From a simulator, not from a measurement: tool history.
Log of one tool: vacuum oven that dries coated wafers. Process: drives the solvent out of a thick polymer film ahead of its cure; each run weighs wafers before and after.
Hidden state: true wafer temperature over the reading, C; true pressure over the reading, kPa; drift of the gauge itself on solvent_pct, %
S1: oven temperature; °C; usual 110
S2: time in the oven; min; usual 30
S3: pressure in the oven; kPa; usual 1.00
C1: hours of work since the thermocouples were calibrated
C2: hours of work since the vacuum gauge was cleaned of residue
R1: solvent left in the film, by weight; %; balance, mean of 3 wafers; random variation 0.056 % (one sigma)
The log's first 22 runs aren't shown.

run   hour   S1  S2    S3   C1   C2    R1
 23  469.8  105  30  1.00   30  387  3.63
 24  488.3  110  30  2.98   37  395  4.55
 25  517.1   99  17  0.60   49  407  7.59
 26  544.0   99  17  0.60   60  418  7.54
     557.2  -- oven's thermocouples calibrated, once more
 27  571.0  112  54  0.60    6  428  0.76
 28  596.0  111  30  3.15   16  438  4.24
 29  623.8  125  28  0.52   27  450  0.74
 30  638.2  107  24  0.62   33  456  3.58
 31  650.1  113  39  0.86   38  461  1.41
 32  678.0  113  22  1.16   50  472  3.35
 33  701.0  100  22  2.38   59  482  7.41
 34  726.7  100  22  2.38   70  492  7.55
 35  756.0  108  30  1.14   82  504  2.99
 36  778.2  108  30  1.14   91  513  3.05
 37  791.8   99  24  2.76   96  519  7.88
 38  815.7  106  49  1.00  106  529  1.88
 39  834.4  114  38  1.73  114  536  2.15
 40  858.5   95  39  1.99  124  546  5.79
 41  881.3  116  53  0.66  133  556  0.79
 42  893.2  110  36  1.00  138  560  1.96
 43  921.3  102  48  0.54  150  572  1.88
 44  942.0  123  38  1.40  158  581  1.05
 45  955.7  110  30  3.21  164  586  4.56
 46  968.8  119  30  3.21  169  592  3.14
 47  984.6  123  25  3.21  176  598  2.85

Forecast each of these 3 alternatives for the next run:
  A  997.1  101  15  0.57  181  603   ?
  B  997.1   96  25  3.52  181  603   ?
  C  997.1  123  37  0.65  181  603   ?

run    R1
  A  7.48
  B  9.56
  C  0.67
Without the tool's hidden state the same runs would have given:
run    R1
  A  7.26
  B  9.25
  C  0.56
